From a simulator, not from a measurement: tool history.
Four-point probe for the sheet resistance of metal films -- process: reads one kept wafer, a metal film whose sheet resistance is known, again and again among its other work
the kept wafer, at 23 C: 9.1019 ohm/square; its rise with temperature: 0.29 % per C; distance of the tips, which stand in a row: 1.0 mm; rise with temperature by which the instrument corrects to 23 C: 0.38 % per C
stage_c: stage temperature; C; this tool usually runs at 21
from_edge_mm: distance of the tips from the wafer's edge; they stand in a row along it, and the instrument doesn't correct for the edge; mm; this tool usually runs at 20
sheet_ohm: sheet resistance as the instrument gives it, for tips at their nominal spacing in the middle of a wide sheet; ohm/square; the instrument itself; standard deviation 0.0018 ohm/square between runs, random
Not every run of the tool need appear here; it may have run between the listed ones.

run 1 hour=0.0 | stage_c=21 from_edge_mm=20 | sheet_ohm=9.144412
run 2 hour=10.7 | stage_c=21 from_edge_mm=20 | sheet_ohm=9.143320
run 3 hour=31.0 | stage_c=21 from_edge_mm=20 | sheet_ohm=9.143209
run 4 hour=42.5 | stage_c=21 from_edge_mm=20 | sheet_ohm=9.140851
run 5 hour=52.2 | stage_c=20 from_edge_mm=20 | sheet_ohm=9.154773
run 6 hour=71.6 | stage_c=20 from_edge_mm=20 | sheet_ohm=9.152161
run 7 hour=86.3 | stage_c=21 from_edge_mm=41 | sheet_ohm=9.133275
run 8 hour=107.7 | stage_c=21 from_edge_mm=41 | sheet_ohm=9.135409
run 9 hour=125.5 | stage_c=21 from_edge_mm=41 | sheet_ohm=9.132367
run 10 hour=141.1 | stage_c=21 from_edge_mm=41 | sheet_ohm=9.131327
run 11 hour=155.7 | stage_c=21 from_edge_mm=20 | sheet_ohm=9.140377
run 12 hour=164.6 | stage_c=21 from_edge_mm=20 | sheet_ohm=9.142445
run 13 hour=177.3 | stage_c=21 from_edge_mm=20 | sheet_ohm=9.143095
run 14 hour=187.1 | stage_c=21 from_edge_mm=20 | sheet_ohm=9.138348
run 15 hour=206.1 | stage_c=21 from_edge_mm=20 | sheet_ohm=9.138196
run 16 hour=226.8 | stage_c=21 from_edge_mm=20 | sheet_ohm=9.142555
run 17 hour=246.6 | stage_c=21 from_edge_mm=20 | sheet_ohm=9.136887
run 18 hour=264.4 | stage_c=21 from_edge_mm=20 | sheet_ohm=9.140172
run 19 hour=282.8 | stage_c=21 from_edge_mm=20 | sheet_ohm=9.139571
run 20 hour=295.8 | stage_c=20 from_edge_mm=20 | sheet_ohm=9.146941
run 21 hour=316.1 | stage_c=21 from_edge_mm=20 | sheet_ohm=9.139538
run 22 hour=333.3 | stage_c=21 from_edge_mm=20 | sheet_ohm=9.139897
run 23 hour=345.9 | stage_c=19 from_edge_mm=20 | sheet_ohm=9.154558
run 24 hour=358.1 | stage_c=23 from_edge_mm=28 | sheet_ohm=9.116661
-- hour=360.0 stage's thermometer calibrated
run 25 hour=376.1 | stage_c=23 from_edge_mm=5 | sheet_ohm=9.298614
run 26 hour=392.6 | stage_c=23 from_edge_mm=5 | sheet_ohm=9.298761
run 27 hour=407.9 | stage_c=23 from_edge_mm=5 | sheet_ohm=9.304702
-- hour=414.9 stage's thermometer calibrated, once more
run 28 hour=423.7 | stage_c=23 from_edge_mm=5 | sheet_ohm=9.293041
run 29 hour=441.2 | stage_c=23 from_edge_mm=5 | sheet_ohm=9.292352
run 30 hour=454.3 | stage_c=23 from_edge_mm=5 | sheet_ohm=9.294480
run 31 hour=463.1 | stage_c=23 from_edge_mm=5 | sheet_ohm=9.292205
run 32 hour=476.7 | stage_c=23 from_edge_mm=11 | sheet_ohm=9.141587
run 33 hour=485.9 | stage_c=23 from_edge_mm=11 | sheet_ohm=9.142137
run 34 hour=496.9 | stage_c=21 from_edge_mm=11 | sheet_ohm=9.155686
run 35 hour=513.2 | stage_c=21 from_edge_mm=11 | sheet_ohm=9.155416
run 36 hour=528.3 | stage_c=21 from_edge_mm=11 | sheet_ohm=9.157069
run 37 hour=541.6 | stage_c=21 from_edge_mm=7 | sheet_ohm=9.213140
run 38 hour=550.5 | stage_c=21 from_edge_mm=7 | sheet_ohm=9.215466
run 39 hour=561.9 | stage_c=28 from_edge_mm=36 | sheet_ohm=9.062219
run 40 hour=573.7 | stage_c=28 from_edge_mm=36 | sheet_ohm=9.062727
run 41 hour=590.7 | stage_c=28 from_edge_mm=36 | sheet_ohm=9.064104
run 42 hour=603.1 | stage_c=24 from_edge_mm=14 | sheet_ohm=9.113921
run 43 hour=615.5 | stage_c=27 from_edge_mm=14 | sheet_ohm=9.091453
run 44 hour=634.2 | stage_c=28 from_edge_mm=5 | sheet_ohm=9.248693
run 45 hour=646.1 | stage_c=31 from_edge_mm=5 | sheet_ohm=9.229146

Measured result minus the same run's result without the hidden state. Both carry the same run-to-run variation, though not necessarily the same gauge scatter:
What the log doesn't record here: inner tips' distance over the nominal, %; tips' flats over new ones', %; wafer's true temperature over the reading, C; drift of the gauge itself on sheet_ohm, %.
run=1 sheet_ohm=+0.015445
run=2 sheet_ohm=+0.015217
run=3 sheet_ohm=+0.014751
run=4 sheet_ohm=+0.014454
run=5 sheet_ohm=+0.014248
run=6 sheet_ohm=+0.013795
run=7 sheet_ohm=+0.013386
run=8 sheet_ohm=+0.012909
run=9 sheet_ohm=+0.012488
run=10 sheet_ohm=+0.012084
run=11 sheet_ohm=+0.011713
run=12 sheet_ohm=+0.011510
run=13 sheet_ohm=+0.011198
run=14 sheet_ohm=+0.010967
run=15 sheet_ohm=+0.010560
run=16 sheet_ohm=+0.010075
run=17 sheet_ohm=+0.009596
run=18 sheet_ohm=+0.009183
run=19 sheet_ohm=+0.008759
run=20 sheet_ohm=+0.008485
run=21 sheet_ohm=+0.007997
run=22 sheet_ohm=+0.007584
run=23 sheet_ohm=+0.007304
run=24 sheet_ohm=+0.006938
run=25 sheet_ohm=+0.007615
run=26 sheet_ohm=+0.007219
run=27 sheet_ohm=+0.006840
run=28 sheet_ohm=-0.000405
run=29 sheet_ohm=-0.000842
run=30 sheet_ohm=-0.001144
run=31 sheet_ohm=-0.001373
run=32 sheet_ohm=-0.001657
run=33 sheet_ohm=-0.001884
run=34 sheet_ohm=-0.002175
run=35 sheet_ohm=-0.002587
run=36 sheet_ohm=-0.002910
run=37 sheet_ohm=-0.003248
run=38 sheet_ohm=-0.003453
run=39 sheet_ohm=-0.003671
run=40 sheet_ohm=-0.003943
run=41 sheet_ohm=-0.004291
run=42 sheet_ohm=-0.004622
run=43 sheet_ohm=-0.004938
run=44 sheet_ohm=-0.005468
run=45 sheet_ohm=-0.005749
